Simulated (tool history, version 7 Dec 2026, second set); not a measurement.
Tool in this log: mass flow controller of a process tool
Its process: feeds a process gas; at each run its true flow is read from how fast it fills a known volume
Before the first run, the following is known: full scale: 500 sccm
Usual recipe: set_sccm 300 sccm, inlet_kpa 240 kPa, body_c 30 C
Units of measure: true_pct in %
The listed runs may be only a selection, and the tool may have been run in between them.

run    hour  set_sccm  inlet_kpa  body_c  true_pct
  1     0.0       300        240      30     99.18
  2    93.2       300        240      30     99.23
  3   215.0       300        240      30     99.36
  4   318.1       300        240      30     99.38
  5   386.4       300        240      28     99.65
  6   466.1       300        202      30     99.50
  7   567.1       300        202      30     99.54
  8   686.8       300        202      30     99.61
  9   765.5       300        146      30     99.76
 10   862.3       300        146      30     99.57
 11   936.3       300        240      30    100.11
 12  1021.9        66        240      30     99.18
 13  1081.2        66        240      30     99.33
 14  1174.4        75        216      29     99.29
 15  1265.2        75        216      29     99.43
 16  1337.9        86        173      23     99.64
     1425.8  -- gauge calibrated
 17  1427.2       300        167      30     98.88
 18  1494.7       300        167      30     98.85
 19  1600.0        75        270      20     98.97
 20  1708.3        53        188      28     98.27
 21  1791.7       300        172      32     99.08
 22  1866.5       300        172      32     99.20
 23  1985.4       263        210      26     99.68

3 ways to go on from here, each from the tool as it stands after run 23. What would each give?
  A  2052.3       263        175      26         ?
  B  2052.3       263        206      26         ?
  C  2052.3       300        147      27         ?

run  true_pct
  A     99.43
  B     99.75
  C     99.64
Without the tool's hidden state the same runs would have given:
run  true_pct
  A     98.79
  B     99.10
  C     99.00

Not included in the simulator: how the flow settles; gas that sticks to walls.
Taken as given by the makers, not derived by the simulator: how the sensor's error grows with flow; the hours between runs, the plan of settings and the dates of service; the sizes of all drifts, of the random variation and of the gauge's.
